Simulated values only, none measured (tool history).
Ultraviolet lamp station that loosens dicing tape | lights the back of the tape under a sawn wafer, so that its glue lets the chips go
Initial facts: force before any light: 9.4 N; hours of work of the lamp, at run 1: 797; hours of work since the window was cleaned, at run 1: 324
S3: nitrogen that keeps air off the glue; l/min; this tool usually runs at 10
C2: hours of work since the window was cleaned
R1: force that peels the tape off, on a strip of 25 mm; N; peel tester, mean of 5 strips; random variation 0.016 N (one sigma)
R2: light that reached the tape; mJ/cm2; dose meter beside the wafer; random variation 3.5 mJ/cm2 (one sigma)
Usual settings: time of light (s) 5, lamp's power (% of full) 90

{"run": 1, "hour": 0.0, "time of light (s)": 5, "lamp's power (% of full)": 90, "S3": 10, "hours of work of the lamp": 797, "C2": 324, "R1": 0.799, "R2": 583}
{"run": 2, "hour": 40.9, "time of light (s)": 5, "lamp's power (% of full)": 90, "S3": 10, "hours of work of the lamp": 821, "C2": 348, "R1": 0.758, "R2": 570}
{"run": 3, "hour": 70.7, "time of light (s)": 5, "lamp's power (% of full)": 90, "S3": 10, "hours of work of the lamp": 839, "C2": 366, "R1": 0.742, "R2": 566}
{"run": 4, "hour": 106.4, "time of light (s)": 5, "lamp's power (% of full)": 90, "S3": 10, "hours of work of the lamp": 859, "C2": 386, "R1": 0.782, "R2": 572}
{"hour": 137.4, "done": "window cleaned of glue's vapour"}
{"run": 5, "hour": 157.9, "time of light (s)": 5, "lamp's power (% of full)": 90, "S3": 10, "hours of work of the lamp": 889, "C2": 12, "R1": 0.786, "R2": 574}
{"run": 6, "hour": 187.5, "time of light (s)": 5, "lamp's power (% of full)": 90, "S3": 10, "hours of work of the lamp": 906, "C2": 29, "R1": 0.794, "R2": 572}
{"run": 7, "hour": 220.1, "time of light (s)": 5, "lamp's power (% of full)": 90, "S3": 10, "hours of work of the lamp": 925, "C2": 48, "R1": 0.763, "R2": 565}
{"run": 8, "hour": 255.9, "time of light (s)": 5, "lamp's power (% of full)": 90, "S3": 10, "hours of work of the lamp": 946, "C2": 69, "R1": 0.759, "R2": 570}
{"run": 9, "hour": 300.4, "time of light (s)": 5, "lamp's power (% of full)": 90, "S3": 10, "hours of work of the lamp": 972, "C2": 95, "R1": 0.797, "R2": 571}
{"run": 10, "hour": 350.4, "time of light (s)": 5, "lamp's power (% of full)": 90, "S3": 10, "hours of work of the lamp": 1001, "C2": 124, "R1": 0.792, "R2": 568}
{"run": 11, "hour": 397.3, "time of light (s)": 5, "lamp's power (% of full)": 90, "S3": 10, "hours of work of the lamp": 1028, "C2": 151, "R1": 0.813, "R2": 576}
{"run": 12, "hour": 432.1, "time of light (s)": 5, "lamp's power (% of full)": 74, "S3": 10, "hours of work of the lamp": 1048, "C2": 171, "R1": 1.189, "R2": 465}
{"run": 13, "hour": 456.1, "time of light (s)": 5, "lamp's power (% of full)": 74, "S3": 10, "hours of work of the lamp": 1062, "C2": 185, "R1": 1.144, "R2": 471}
{"run": 14, "hour": 491.9, "time of light (s)": 5, "lamp's power (% of full)": 74, "S3": 10, "hours of work of the lamp": 1083, "C2": 206, "R1": 1.165, "R2": 465}
{"run": 15, "hour": 531.3, "time of light (s)": 5, "lamp's power (% of full)": 74, "S3": 10, "hours of work of the lamp": 1106, "C2": 229, "R1": 1.139, "R2": 464}
{"run": 16, "hour": 579.3, "time of light (s)": 5, "lamp's power (% of full)": 90, "S3": 7, "hours of work of the lamp": 1134, "C2": 257, "R1": 1.007, "R2": 566}
{"hour": 618.6, "done": "lamp changed"}
{"run": 17, "hour": 618.6, "time of light (s)": 5, "lamp's power (% of full)": 90, "S3": 7, "hours of work of the lamp": 0, "C2": 279, "R1": 1.061, "R2": 569}
{"run": 18, "hour": 641.3, "time of light (s)": 5, "lamp's power (% of full)": 90, "S3": 7, "hours of work of the lamp": 13, "C2": 292, "R1": 1.005, "R2": 567}
{"run": 19, "hour": 662.3, "time of light (s)": 6, "lamp's power (% of full)": 94, "S3": 5, "hours of work of the lamp": 25, "C2": 305, "R1": 0.851, "R2": 714}
{"run": 20, "hour": 711.5, "time of light (s)": 3, "lamp's power (% of full)": 90, "S3": 19, "hours of work of the lamp": 54, "C2": 333, "R1": 1.404, "R2": 343}
{"run": 21, "hour": 748.5, "time of light (s)": 7, "lamp's power (% of full)": 86, "S3": 15, "hours of work of the lamp": 75, "C2": 355, "R1": 0.319, "R2": 765}
{"run": 22, "hour": 786.9, "time of light (s)": 4, "lamp's power (% of full)": 80, "S3": 9, "hours of work of the lamp": 98, "C2": 377, "R1": 1.61, "R2": 402}
{"run": 23, "hour": 814.7, "time of light (s)": 3, "lamp's power (% of full)": 79, "S3": 6, "hours of work of the lamp": 114, "C2": 393, "R1": 3.014, "R2": 296}
{"hour": 835.4, "done": "window cleaned of glue's vapour"}
{"run": 24, "hour": 839.1, "time of light (s)": 3, "lamp's power (% of full)": 74, "S3": 5, "hours of work of the lamp": 128, "C2": 2, "R1": 3.413, "R2": 282}
{"run": 25, "hour": 869.2, "time of light (s)": 3, "lamp's power (% of full)": 74, "S3": 5, "hours of work of the lamp": 145, "C2": 20, "R1": 3.396, "R2": 282}
{"run": 26, "hour": 914.3, "time of light (s)": 2, "lamp's power (% of full)": 80, "S3": 7, "hours of work of the lamp": 172, "C2": 46, "R1": 4.073, "R2": 199}
{"run": 27, "hour": 950.2, "time of light (s)": 2, "lamp's power (% of full)": 80, "S3": 7, "hours of work of the lamp": 192, "C2": 67, "R1": 4.125, "R2": 202}
{"run": 28, "hour": 973.7, "time of light (s)": 2, "lamp's power (% of full)": 85, "S3": 9, "hours of work of the lamp": 206, "C2": 80, "R1": 3.544, "R2": 215}
{"run": 29, "hour": 996.5, "time of light (s)": 2, "lamp's power (% of full)": 85, "S3": 9, "hours of work of the lamp": 219, "C2": 94, "R1": 3.666, "R2": 216}
{"run": 30, "hour": 1036.6, "time of light (s)": 2, "lamp's power (% of full)": 85, "S3": 9, "hours of work of the lamp": 243, "C2": 117, "R1": 3.561, "R2": 219}
{"run": 31, "hour": 1086.7, "time of light (s)": 5, "lamp's power (% of full)": 84, "S3": 10, "hours of work of the lamp": 272, "C2": 146, "R1": 0.904, "R2": 535}
{"run": 32, "hour": 1117.9, "time of light (s)": 2, "lamp's power (% of full)": 90, "S3": 6, "hours of work of the lamp": 290, "C2": 164, "R1": 4.06, "R2": 232}
{"run": 33, "hour": 1151.3, "time of light (s)": 4, "lamp's power (% of full)": 78, "S3": 9, "hours of work of the lamp": 309, "C2": 184, "R1": 1.625, "R2": 394}
{"run": 34, "hour": 1194.5, "time of light (s)": 4, "lamp's power (% of full)": 94, "S3": 14, "hours of work of the lamp": 334, "C2": 209, "R1": 0.916, "R2": 469}
{"run": 35, "hour": 1233.2, "time of light (s)": 4, "lamp's power (% of full)": 77, "S3": 15, "hours of work of the lamp": 357, "C2": 231, "R1": 1.276, "R2": 390}
{"run": 36, "hour": 1256.2, "time of light (s)": 4, "lamp's power (% of full)": 77, "S3": 15, "hours of work of the lamp": 370, "C2": 245, "R1": 1.257, "R2": 386}

Here are 5 independent what-if runs from the current tool condition. What would each one return?
{"run": "A", "hour": 1281.2, "time of light (s)": 2, "lamp's power (% of full)": 88, "S3": 10, "hours of work of the lamp": 385, "C2": 259, "R1": "?", "R2": "?"}
{"run": "B", "hour": 1281.2, "time of light (s)": 6, "lamp's power (% of full)": 77, "S3": 15, "hours of work of the lamp": 385, "C2": 259, "R1": "?", "R2": "?"}
{"run": "C", "hour": 1281.2, "time of light (s)": 3, "lamp's power (% of full)": 76, "S3": 9, "hours of work of the lamp": 385, "C2": 259, "R1": "?", "R2": "?"}
{"run": "D", "hour": 1281.2, "time of light (s)": 2, "lamp's power (% of full)": 77, "S3": 15, "hours of work of the lamp": 385, "C2": 259, "R1": "?", "R2": "?"}
{"run": "E", "hour": 1281.2, "time of light (s)": 6, "lamp's power (% of full)": 77, "S3": 20, "hours of work of the lamp": 385, "C2": 259, "R1": "?", "R2": "?"}

run=A R1=3.303 R2=222
run=B R1=0.581 R2=584
run=C R1=2.576 R2=284
run=D R1=3.422 R2=196
run=E R1=0.478 R2=590
With no hidden state in the tool, these same runs would have given:
run=A R1=3.295 R2=223
run=B R1=0.578 R2=585
run=C R1=2.568 R2=285
run=D R1=3.413 R2=197
run=E R1=0.476 R2=591

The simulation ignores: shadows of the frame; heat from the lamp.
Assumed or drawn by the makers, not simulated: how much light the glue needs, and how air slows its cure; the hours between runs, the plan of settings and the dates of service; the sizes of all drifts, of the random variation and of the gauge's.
